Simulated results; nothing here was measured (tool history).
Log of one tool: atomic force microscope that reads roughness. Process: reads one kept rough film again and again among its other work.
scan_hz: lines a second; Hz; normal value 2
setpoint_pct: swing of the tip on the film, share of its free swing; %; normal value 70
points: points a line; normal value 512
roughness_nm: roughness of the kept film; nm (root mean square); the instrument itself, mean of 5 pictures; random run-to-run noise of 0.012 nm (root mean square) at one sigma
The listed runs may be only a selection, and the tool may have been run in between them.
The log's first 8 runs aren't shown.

| run | hour | scan_hz | setpoint_pct | points | roughness_nm |
|---|---|---|---|---|---|
|  | 193.3 | new tip fitted |
| 9 | 222 | 2 | 70 | 366 | 1.927 |
|  | 249.5 | new tip fitted |
| 10 | 269.5 | 2 | 70 | 366 | 2.124 |
|  | 306.2 | new tip fitted |
| 11 | 309.5 | 2 | 70 | 336 | 2.679 |
| 12 | 351.4 | 2 | 70 | 336 | 1.542 |
|  | 361.6 | new tip fitted |
| 13 | 376.6 | 2 | 84 | 336 | 2.105 |
|  | 420.2 | new tip fitted |
| 14 | 421.3 | 2 | 84 | 336 | 2.637 |
| 15 | 465.4 | 2 | 84 | 336 | 1.45 |
|  | 470.2 | height scale calibrated on a step standard |
|  | 477.9 | new tip fitted |
| 16 | 497.6 | 0.82 | 70 | 895 | 2.144 |
| 17 | 527.3 | 0.82 | 70 | 895 | 1.543 |
|  | 534.9 | new tip fitted |
| 18 | 554.5 | 2.06 | 60 | 440 | 2.086 |
|  | 591.9 | new tip fitted |
| 19 | 604.6 | 2.06 | 60 | 440 | 2.417 |
| 20 | 639 | 0.73 | 62 | 440 | 1.577 |
|  | 650.6 | new tip fitted |
| 21 | 688.1 | 0.73 | 62 | 440 | 1.702 |
|  | 705.5 | height scale calibrated on a step standard, once more |
|  | 709.6 | new tip fitted |
| 22 | 720.9 | 2 | 86 | 477 | 2.206 |
| 23 | 749.4 | 2 | 86 | 477 | 1.574 |
|  | 767.3 | new tip fitted |
| 24 | 771 | 3.6 | 55 | 272 | 2.675 |
| 25 | 802.9 | 3.6 | 55 | 272 | 1.737 |
|  | 822.9 | new tip fitted |
| 26 | 832.6 | 3.6 | 55 | 272 | 2.313 |
| 27 | 858.9 | 3.6 | 55 | 272 | 1.648 |
|  | 880.3 | new tip fitted |
| 28 | 903 | 1.93 | 60 | 739 | 2.154 |

Run 29 comes next. What will it give?
|  | 937.3 | new tip fitted |
| 29 | 937.3 | 2 | 68 | 512 | ? |

roughness_nm: 2.907 nm (root mean square)
The same run, on a tool lacking any hidden state, would have yielded roughness_nm 2.926 nm (root mean square).
